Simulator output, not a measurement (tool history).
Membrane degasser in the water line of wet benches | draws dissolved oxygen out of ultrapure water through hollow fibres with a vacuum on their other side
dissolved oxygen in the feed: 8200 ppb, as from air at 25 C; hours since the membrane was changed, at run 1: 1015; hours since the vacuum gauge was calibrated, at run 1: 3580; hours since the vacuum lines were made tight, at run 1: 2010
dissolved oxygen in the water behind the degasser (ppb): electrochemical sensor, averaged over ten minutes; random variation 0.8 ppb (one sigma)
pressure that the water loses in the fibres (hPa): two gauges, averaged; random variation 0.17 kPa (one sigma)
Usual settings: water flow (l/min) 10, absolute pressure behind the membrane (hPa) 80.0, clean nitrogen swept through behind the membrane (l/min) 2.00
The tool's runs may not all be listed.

run	hour	water flow (l/min)	absolute pressure behind the membrane (hPa)	clean nitrogen swept through behind the membrane (l/min)	hours since the membrane was changed	hours since the vacuum gauge was calibrated	hours since the vacuum lines were made tight	dissolved oxygen in the water behind the degasser (ppb)	pressure that the water loses in the fibres (hPa)
1	0.0	10	80.0	2.00	1015	3580	2010	73.4	291.2
2	127.4	10	80.0	2.00	1142	3707	2137	74.5	288.8
3	282.7	10	80.0	2.00	1297	3863	2292	75.2	287.9
4	403.8	12	80.0	2.00	1419	3984	2413	108.0	345.0
5	537.2	12	80.0	2.00	1552	4117	2547	107.6	343.3
6	645.0	12	80.0	2.00	1660	4225	2655	107.9	345.1
7	735.0	12	80.0	1.97	1750	4315	2745	108.8	341.5
# hour 765.8: vacuum gauge calibrated
8	835.0	12	80.0	1.97	1849	69	2844	108.0	339.1
9	949.2	12	80.0	1.97	1963	183	2958	109.0	340.0
10	1045.5	12	80.0	1.97	2060	280	3055	109.9	340.0
11	1202.1	12	80.0	1.97	2216	436	3211	108.8	339.6
12	1295.4	10	80.0	2.00	2310	530	3305	74.4	280.6
# hour 1404.7: gauge calibrated
13	1442.6	10	80.0	2.00	2457	677	3452	74.3	290.5
14	1587.0	10	80.0	2.00	2601	821	3596	76.1	288.9
15	1652.5	10	80.0	2.00	2667	887	3662	75.5	287.9
16	1767.8	10	80.0	2.00	2782	1002	3777	73.9	289.1
17	1850.0	8	123.7	3.82	2864	1084	3859	52.8	229.9
18	2008.0	8	123.7	3.82	3022	1242	4017	51.5	230.4
19	2122.8	8	123.7	3.82	3137	1357	4132	52.5	228.1
20	2193.7	6	123.7	4.69	3208	1428	4203	30.8	171.5
21	2293.6	10	187.7	4.33	3308	1528	4303	104.9	285.9
22	2429.1	10	187.7	4.33	3443	1663	4438	103.8	284.3
23	2541.1	9	146.9	1.04	3555	1775	4550	242.5	255.3
24	2696.8	7	158.4	1.70	3711	1931	4706	127.9	195.4
25	2776.3	7	158.4	1.70	3791	2010	4785	129.3	195.0
26	2912.2	6	66.1	2.00	3926	2146	4921	26.1	166.3
27	3030.6	15	64.1	1.17	4045	2265	5040	187.9	419.4
28	3095.1	15	64.1	1.17	4109	2329	5104	186.1	422.5
29	3239.3	15	64.1	1.17	4254	2474	5248	189.0	418.8
30	3364.3	14	60.2	1.91	4379	2599	5373	123.9	390.0
31	3441.8	15	80.0	3.08	4456	2676	5451	149.6	418.3
32	3558.6	15	80.0	3.08	4573	2793	5568	149.1	417.6

Some steps in pressure that the water loses in the fibres (hPa) between neighbouring runs. How much of each would the tool show without its hidden state too (settings, what came in, random variation), and how much is left for the hidden state, with any gauge scatter that isn't in both results?
The hidden state here: membrane still open, %; true pressure behind the membrane over the reading, kPa; air that leaks in behind the membrane, l/min; drift of the gauge itself on oxygen_ppb, %; drift of the gauge itself on loss_of_pressure_kpa, %.
Run 12 -> 13: gauge calibrated. pressure that the water loses in the fibres (hPa) +9.9: hidden state +7.8, all else +2.1.
Run 20 -> 21: water flow (l/min) 6 -> 10, absolute pressure behind the membrane (hPa) 123.7 -> 187.7, clean nitrogen swept through behind the membrane (l/min) 4.69 -> 4.33. pressure that the water loses in the fibres (hPa) +114.4: hidden state -2.5, all else +116.9.
Run 23 -> 24: water flow (l/min) 9 -> 7, absolute pressure behind the membrane (hPa) 146.9 -> 158.4, clean nitrogen swept through behind the membrane (l/min) 1.04 -> 1.70. pressure that the water loses in the fibres (hPa) -59.9: hidden state +0.7, all else -60.6.
Run 26 -> 27: water flow (l/min) 6 -> 15, absolute pressure behind the membrane (hPa) 66.1 -> 64.1, clean nitrogen swept through behind the membrane (l/min) 2.00 -> 1.17. pressure that the water loses in the fibres (hPa) +253.1: hidden state -9.4, all else +262.5.

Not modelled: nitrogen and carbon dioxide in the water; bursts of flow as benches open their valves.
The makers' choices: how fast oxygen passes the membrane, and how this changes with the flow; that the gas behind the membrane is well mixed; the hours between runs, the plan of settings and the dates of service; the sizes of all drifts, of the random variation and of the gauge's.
